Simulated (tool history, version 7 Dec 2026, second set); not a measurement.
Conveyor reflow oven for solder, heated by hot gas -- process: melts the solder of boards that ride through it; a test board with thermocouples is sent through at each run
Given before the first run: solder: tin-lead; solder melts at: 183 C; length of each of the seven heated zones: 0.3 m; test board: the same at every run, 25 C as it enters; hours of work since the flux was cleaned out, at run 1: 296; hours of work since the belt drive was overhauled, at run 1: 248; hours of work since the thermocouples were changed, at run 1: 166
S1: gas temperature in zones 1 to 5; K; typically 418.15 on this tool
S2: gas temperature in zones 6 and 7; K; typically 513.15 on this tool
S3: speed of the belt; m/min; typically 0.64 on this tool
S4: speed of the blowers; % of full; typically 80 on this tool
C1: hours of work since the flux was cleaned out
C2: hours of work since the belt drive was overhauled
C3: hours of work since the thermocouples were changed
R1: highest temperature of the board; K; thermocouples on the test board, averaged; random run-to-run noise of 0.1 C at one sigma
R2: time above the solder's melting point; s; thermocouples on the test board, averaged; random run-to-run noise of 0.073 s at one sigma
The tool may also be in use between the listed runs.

run	hour	S1	S2	S3	S4	C1	C2	C3	R1	R2
1	0	418.15	513.15	0.64	80	296	248	166	497.35	47.46
2	40.7	418.15	513.15	0.64	80	326	278	196	497.15	47.45
3	82.2	418.15	513.15	0.64	80	356	308	226	496.85	47.35
4	115.5	418.15	513.15	0.64	80	381	333	250	497.05	47.32
# hour 143.5: flux residue cleaned out of gas plates and filters
5	144.4	418.15	513.15	0.64	80	1	350	268	499.75	48.67
6	164.2	418.15	513.15	0.64	80	15	365	282	499.75	48.9
7	198.9	431.15	520.15	0.62	80	41	390	308	508.55	57.62
8	243	418.15	513.15	0.549	80	73	422	340	503.75	59.03
9	262.1	418.15	513.15	0.741	52	87	437	354	486.55	34.85
10	280.7	432.15	513.15	0.741	52	101	450	368	490.35	40.84

4 options for the next run, each taken on its own from the tool as it stands now. Forecast them:
A	318.1	408.15	501.15	0.731	52	128	478	395	?	?
B	318.1	418.15	502.15	0.64	72	128	478	395	?	?
C	318.1	418.15	513.15	0.741	80	128	478	395	?	?
D	318.1	405.15	513.15	0.64	71	128	478	395	?	?

run	R1	R2
A	474.65	24.2
B	488.15	42.84
C	494.05	39.54
D	494.95	43.12
The same runs, with their run-to-run variation unchanged, on a tool lacking any hidden condition would have given:
run	R1	R2
A	474.35	23.95
B	487.65	42.49
C	493.85	39.34
D	494.65	42.84
